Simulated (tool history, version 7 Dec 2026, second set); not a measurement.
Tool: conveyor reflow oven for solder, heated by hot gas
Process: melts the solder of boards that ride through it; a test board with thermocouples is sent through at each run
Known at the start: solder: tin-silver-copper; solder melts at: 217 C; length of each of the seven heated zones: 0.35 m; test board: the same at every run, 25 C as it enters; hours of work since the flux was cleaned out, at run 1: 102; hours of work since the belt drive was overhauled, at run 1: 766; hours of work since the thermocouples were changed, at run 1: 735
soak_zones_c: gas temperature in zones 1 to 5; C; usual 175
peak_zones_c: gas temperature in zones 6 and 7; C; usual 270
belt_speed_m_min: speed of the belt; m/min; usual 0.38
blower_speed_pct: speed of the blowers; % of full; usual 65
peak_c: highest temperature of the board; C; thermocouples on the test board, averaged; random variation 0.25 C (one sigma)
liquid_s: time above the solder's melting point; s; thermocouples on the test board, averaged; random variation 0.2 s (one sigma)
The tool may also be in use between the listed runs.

| run | day | soak_zones_c | peak_zones_c | belt_speed_m_min | blower_speed_pct | hours of work since the flux was cleaned out | hours of work since the belt drive was overhauled | hours of work since the thermocouples were changed | peak_c | liquid_s |
|---|---|---|---|---|---|---|---|---|---|---|
| 1 | 0 | 175 | 270 | 0.38 | 65 | 102 | 766 | 735 | 258.5 | 92.2 |
| 2 | 1.617 | 175 | 270 | 0.326 | 65 | 126 | 790 | 759 | 261.5 | 111.6 |
| 3 | 2.575 | 175 | 270 | 0.326 | 65 | 141 | 804 | 773 | 261.5 | 112 |
| 4 | 4.171 | 175 | 270 | 0.326 | 65 | 164 | 828 | 797 | 261.6 | 112.1 |
| 5 | 5.4 | 175 | 270 | 0.326 | 65 | 183 | 846 | 815 | 261 | 112.4 |
| 6 | 6.792 | 175 | 270 | 0.326 | 65 | 203 | 867 | 836 | 261.4 | 111.7 |
| 7 | 8.4 | 175 | 275 | 0.38 | 65 | 227 | 891 | 860 | 262.4 | 95.2 |
| 8 | 10.217 | 175 | 270 | 0.38 | 68 | 254 | 918 | 887 | 257.8 | 92.1 |
| 9 | 11.85 | 164 | 270 | 0.38 | 68 | 279 | 942 | 911 | 256.3 | 85.9 |
| 10 | 12.992 | 175 | 270 | 0.427 | 65 | 296 | 959 | 928 | 254.2 | 77.7 |
| 11 | 13.762 | 175 | 270 | 0.427 | 65 | 307 | 971 | 940 | 254.6 | 77.8 |
| 12 | 14.55 | 175 | 270 | 0.427 | 65 | 319 | 983 | 952 | 253.9 | 78.1 |
|  | 14.9 | flux residue cleaned out of gas plates and filters |
| 13 | 15.517 | 175 | 270 | 0.377 | 65 | 9 | 994 | 963 | 256.4 | 91.2 |
| 14 | 16.988 | 175 | 270 | 0.377 | 65 | 31 | 1016 | 985 | 256.5 | 91.1 |
| 15 | 18.021 | 175 | 270 | 0.377 | 65 | 46 | 1031 | 1000 | 256.3 | 91.3 |
| 16 | 18.871 | 189 | 270 | 0.358 | 65 | 59 | 1044 | 1013 | 259.3 | 106.9 |
| 17 | 20.579 | 189 | 270 | 0.358 | 65 | 85 | 1069 | 1038 | 259.3 | 107 |
| 18 | 21.521 | 175 | 266 | 0.358 | 65 | 99 | 1083 | 1052 | 253.4 | 94.1 |
| 19 | 23.2 | 183 | 283 | 0.44 | 75 | 124 | 1108 | 1077 | 265.1 | 87.5 |
|  | 24.283 | flux residue cleaned out of gas plates and filters, once more |
| 20 | 24.954 | 183 | 283 | 0.44 | 75 | 10 | 1131 | 1100 | 268.7 | 89.6 |
| 21 | 25.75 | 183 | 283 | 0.44 | 75 | 22 | 1143 | 1112 | 268.5 | 89.1 |
| 22 | 27.033 | 183 | 283 | 0.44 | 75 | 41 | 1162 | 1131 | 268.4 | 89.3 |
|  | 28.438 | belt drive overhauled, speed set with a stopwatch |
| 23 | 28.5 | 174 | 268 | 0.318 | 71 | 60 | 1 | 1150 | 259.4 | 111.5 |
| 24 | 29.504 | 179 | 270 | 0.303 | 66 | 75 | 16 | 1165 | 262.4 | 122.3 |
| 25 | 30.621 | 179 | 264 | 0.378 | 55 | 92 | 32 | 1182 | 251 | 87 |
| 26 | 31.617 | 179 | 264 | 0.378 | 55 | 107 | 47 | 1197 | 251 | 87.1 |
| 27 | 32.808 | 179 | 264 | 0.378 | 55 | 124 | 65 | 1215 | 251.5 | 86.8 |
|  | 33.033 | thermocouples of zones 6 and 7 changed |
| 28 | 34.012 | 179 | 264 | 0.306 | 90 | 141 | 82 | 15 | 259.5 | 120.5 |
| 29 | 35.608 | 184 | 279 | 0.379 | 68 | 165 | 105 | 38 | 268.8 | 103.3 |

Some steps in peak_c between neighbouring runs. How much of each would the tool show without its hidden state too (settings, what came in, random variation), and how much is left for the hidden state, with any gauge scatter that isn't in both results?
The hidden state here: heat that the gas passes to the board, % of a clean oven's; belt's true speed, % of the reading; true gas temperature in zones 6 and 7 over the reading, C; drift of the gauge itself on peak_c, C; drift of the gauge itself on liquid_s, %.
Run 18 -> 19: soak_zones_c 175 -> 183, peak_zones_c 266 -> 283, belt_speed_m_min 0.358 -> 0.44, blower_speed_pct 65 -> 75. peak_c +11.7 C: hidden state -1, all else +12.7.
Run 19 -> 20: flux residue cleaned out of gas plates and filters, once more. peak_c +3.6 C: hidden state +3.3, all else +0.3.
Run 24 -> 25: peak_zones_c 270 -> 264, belt_speed_m_min 0.303 -> 0.378, blower_speed_pct 66 -> 55. peak_c -11.4 C: hidden state -0.1, all else -11.3.
Run 27 -> 28: belt_speed_m_min 0.378 -> 0.306, blower_speed_pct 55 -> 90, thermocouples of zones 6 and 7 changed. peak_c +8 C: hidden state +2.3, all else +5.7.
